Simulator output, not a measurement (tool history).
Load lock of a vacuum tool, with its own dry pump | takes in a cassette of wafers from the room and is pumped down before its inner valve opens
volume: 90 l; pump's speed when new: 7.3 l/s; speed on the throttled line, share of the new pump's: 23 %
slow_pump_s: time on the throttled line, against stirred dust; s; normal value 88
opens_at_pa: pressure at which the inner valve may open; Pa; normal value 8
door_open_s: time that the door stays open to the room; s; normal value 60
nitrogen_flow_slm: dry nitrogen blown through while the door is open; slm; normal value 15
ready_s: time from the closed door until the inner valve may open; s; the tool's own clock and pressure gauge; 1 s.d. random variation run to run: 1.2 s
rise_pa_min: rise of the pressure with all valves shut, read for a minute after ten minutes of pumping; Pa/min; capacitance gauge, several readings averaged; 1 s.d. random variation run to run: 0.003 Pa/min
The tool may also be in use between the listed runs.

run	hour	slow_pump_s	opens_at_pa	door_open_s	nitrogen_flow_slm	incoming humidity of the room's air, %	ready_s	rise_pa_min
1	0.0	88	8	60	15	43.5	222.2	0.046
2	182.5	88	8	60	15	45.3	220.8	0.045
3	366.3	88	8	60	15	44.4	221.8	0.048
4	574.7	88	8	60	5	42.3	222.4	0.051
5	812.3	88	8	60	5	49.7	224.0	0.055
6	970.9	150	6	60	5	46.7	240.4	0.055
7	1153.2	150	6	60	5	41.1	237.4	0.053
8	1380.6	150	6	60	14	44.1	234.7	0.050
9	1481.3	150	6	60	14	45.3	238.3	0.049
10	1657.4	150	6	60	14	45.3	238.9	0.049

Taken out of this log: 1 entry between the listed runs. Where each belongs, and how the hidden state differs across it:
From run 5 to run 6: dry pump taken out, an overhauled one fitted (hour 876.0)
  pump's speed, % of a new pump's: 72.5 -> 98.7; leak at the door's seal, Pa l/s: 0.0287 -> 0.0294
  the result without the hidden state subtracted from the measured one, ready_s: +37.4 -> +1.2 s; rise_pa_min: +0.017 -> +0.019 Pa/min
